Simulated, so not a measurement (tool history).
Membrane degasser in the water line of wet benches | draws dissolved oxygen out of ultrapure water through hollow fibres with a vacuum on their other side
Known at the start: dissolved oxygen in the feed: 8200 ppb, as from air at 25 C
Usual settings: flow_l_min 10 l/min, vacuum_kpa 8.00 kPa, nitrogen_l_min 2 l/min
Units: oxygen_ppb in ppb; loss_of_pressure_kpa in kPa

run   hour  flow_l_min  vacuum_kpa  nitrogen_l_min  oxygen_ppb  loss_of_pressure_kpa
  1    0.0          10        8.00               2        86.7                 32.06
  2   28.3          10        9.85               2       108.8                 32.27
  3   72.7          10        6.28               2        64.9                 32.32
  4  102.2          10        6.28               2        65.2                 32.21
  5  169.3          10        6.28               2        63.9                 32.30
     174.5  -- vacuum gauge calibrated
  6  225.0          10        6.28               2        65.2                 32.51
  7  262.0          10        6.28               2        65.9                 32.25
  8  298.7          10        6.28               2        65.9                 32.52
  9  347.9          10        6.28               2        65.9                 32.34
     390.6  -- vacuum gauge calibrated, once more
 10  390.6          10        6.28               2        61.0                 32.39
 11  430.3          10        6.28               2        61.0                 32.33
     442.1  -- seals of the vacuum lines changed
 12  486.9          10        6.28               2        59.4                 32.45

The next listed run, before its measurement:
 13  521.9          10        6.28               2           ?                     ?

Run 13 gave oxygen_ppb 58.9 ppb, loss_of_pressure_kpa 32.53 kPa.
Without the tool's hidden state the same run would have given oxygen_ppb 57.6 ppb, loss_of_pressure_kpa 32.28 kPa.
